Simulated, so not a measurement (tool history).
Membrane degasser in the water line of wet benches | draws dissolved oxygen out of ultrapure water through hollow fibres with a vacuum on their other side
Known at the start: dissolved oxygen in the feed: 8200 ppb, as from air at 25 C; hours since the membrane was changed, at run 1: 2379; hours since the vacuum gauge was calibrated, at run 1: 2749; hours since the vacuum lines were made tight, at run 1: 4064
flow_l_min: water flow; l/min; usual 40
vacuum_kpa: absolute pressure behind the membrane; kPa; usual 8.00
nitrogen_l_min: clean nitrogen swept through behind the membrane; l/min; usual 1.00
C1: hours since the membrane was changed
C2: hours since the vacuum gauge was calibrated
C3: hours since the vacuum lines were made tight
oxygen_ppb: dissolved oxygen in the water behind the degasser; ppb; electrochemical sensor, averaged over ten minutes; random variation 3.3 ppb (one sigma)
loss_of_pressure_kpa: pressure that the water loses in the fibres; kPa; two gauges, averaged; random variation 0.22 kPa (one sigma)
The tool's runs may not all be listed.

Run 1, hour 0.0: usual settings; C1 2379; C2 2749; C3 4064. Result: oxygen_ppb 437.0 ppb, loss_of_pressure_kpa 54.68 kPa.
Run 2, hour 107.5: usual settings; C1 2486; C2 2857; C3 4172. Result: oxygen_ppb 433.2 ppb, loss_of_pressure_kpa 55.04 kPa.
Run 3, hour 159.0: usual settings but nitrogen_l_min 1.13 l/min; C1 2538; C2 2908; C3 4223. Result: oxygen_ppb 400.6 ppb, loss_of_pressure_kpa 54.79 kPa.
Run 4, hour 271.6: usual settings but nitrogen_l_min 2.90 l/min; C1 2650; C2 3021; C3 4336. Result: oxygen_ppb 213.9 ppb, loss_of_pressure_kpa 54.72 kPa.
Run 5, hour 337.1: usual settings but nitrogen_l_min 2.90 l/min; C1 2716; C2 3086; C3 4401. Result: oxygen_ppb 215.1 ppb, loss_of_pressure_kpa 54.25 kPa.
Run 6, hour 439.1: usual settings but nitrogen_l_min 1.22 l/min; C1 2818; C2 3189; C3 4503. Result: oxygen_ppb 382.1 ppb, loss_of_pressure_kpa 54.59 kPa.
Run 7, hour 512.3: usual settings but nitrogen_l_min 1.22 l/min; C1 2891; C2 3262; C3 4576. Result: oxygen_ppb 376.4 ppb, loss_of_pressure_kpa 54.82 kPa.
Run 8, hour 608.9: usual settings but nitrogen_l_min 1.22 l/min; C1 2987; C2 3358; C3 4673. Result: oxygen_ppb 376.7 ppb, loss_of_pressure_kpa 54.97 kPa.
Run 9, hour 702.1: usual settings but flow_l_min 25 l/min, vacuum_kpa 12.84 kPa, nitrogen_l_min 1.24 l/min; C1 3081; C2 3451; C3 4766. Result: oxygen_ppb 417.1 ppb, loss_of_pressure_kpa 34.13 kPa.
Run 10, hour 789.2: usual settings but flow_l_min 25 l/min, vacuum_kpa 12.84 kPa, nitrogen_l_min 1.24 l/min; C1 3168; C2 3539; C3 4853. Result: oxygen_ppb 423.6 ppb, loss_of_pressure_kpa 34.30 kPa.
Run 11, hour 842.8: usual settings but vacuum_kpa 15.80 kPa, nitrogen_l_min 1.07 l/min; C1 3221; C2 3592; C3 4907. Result: oxygen_ppb 914.1 ppb, loss_of_pressure_kpa 54.61 kPa.
Run 12, hour 931.2: usual settings but vacuum_kpa 15.80 kPa, nitrogen_l_min 1.07 l/min; C1 3310; C2 3681; C3 4995. Result: oxygen_ppb 914.0 ppb, loss_of_pressure_kpa 54.49 kPa.
Run 13, hour 1005.4: usual settings but vacuum_kpa 5.70 kPa, nitrogen_l_min 0.45 l/min; C1 3384; C2 3755; C3 5069. Result: oxygen_ppb 412.2 ppb, loss_of_pressure_kpa 54.51 kPa.
Run 14, hour 1082.8: usual settings but flow_l_min 53 l/min, vacuum_kpa 17.47 kPa, nitrogen_l_min 1.36 l/min; C1 3461; C2 3832; C3 5147. Result: oxygen_ppb 1154.1 ppb, loss_of_pressure_kpa 72.93 kPa.
Run 15, hour 1187.2: usual settings but flow_l_min 53 l/min, vacuum_kpa 17.47 kPa, nitrogen_l_min 1.36 l/min; C1 3566; C2 3937; C3 5251. Result: oxygen_ppb 1140.9 ppb, loss_of_pressure_kpa 72.62 kPa.

5 ways to go on from here, each from the tool as it stands after run 15. What would each give?
Run A, hour 1262.0: usual settings but flow_l_min 37 l/min; C1 3641; C2 4011; C3 5326. Result: oxygen_ppb ?, loss_of_pressure_kpa ?.
Run B, hour 1262.0: usual settings but flow_l_min 64 l/min, vacuum_kpa 17.47 kPa, nitrogen_l_min 0.40 l/min; C1 3641; C2 4011; C3 5326. Result: oxygen_ppb ?, loss_of_pressure_kpa ?.
Run C, hour 1262.0: usual settings but flow_l_min 53 l/min, vacuum_kpa 5.15 kPa, nitrogen_l_min 1.28 l/min; C1 3641; C2 4011; C3 5326. Result: oxygen_ppb ?, loss_of_pressure_kpa ?.
Run D, hour 1262.0: usual settings but flow_l_min 53 l/min, vacuum_kpa 8.03 kPa, nitrogen_l_min 1.36 l/min; C1 3641; C2 4011; C3 5326. Result: oxygen_ppb ?, loss_of_pressure_kpa ?.
Run E, hour 1262.0: usual settings but vacuum_kpa 5.64 kPa, nitrogen_l_min 2.61 l/min; C1 3641; C2 4011; C3 5326. Result: oxygen_ppb ?, loss_of_pressure_kpa ?.

run  oxygen_ppb  loss_of_pressure_kpa
  A       389.0                 50.31
  B      2537.0                 87.35
  C       334.3                 72.12
  D       537.2                 72.46
  E       151.7                 54.62
Without the tool's hidden state the same runs would have given:
run  oxygen_ppb  loss_of_pressure_kpa
  A       388.9                 50.30
  B      2536.9                 87.34
  C       334.1                 72.11
  D       537.1                 72.45
  E       151.7                 54.61

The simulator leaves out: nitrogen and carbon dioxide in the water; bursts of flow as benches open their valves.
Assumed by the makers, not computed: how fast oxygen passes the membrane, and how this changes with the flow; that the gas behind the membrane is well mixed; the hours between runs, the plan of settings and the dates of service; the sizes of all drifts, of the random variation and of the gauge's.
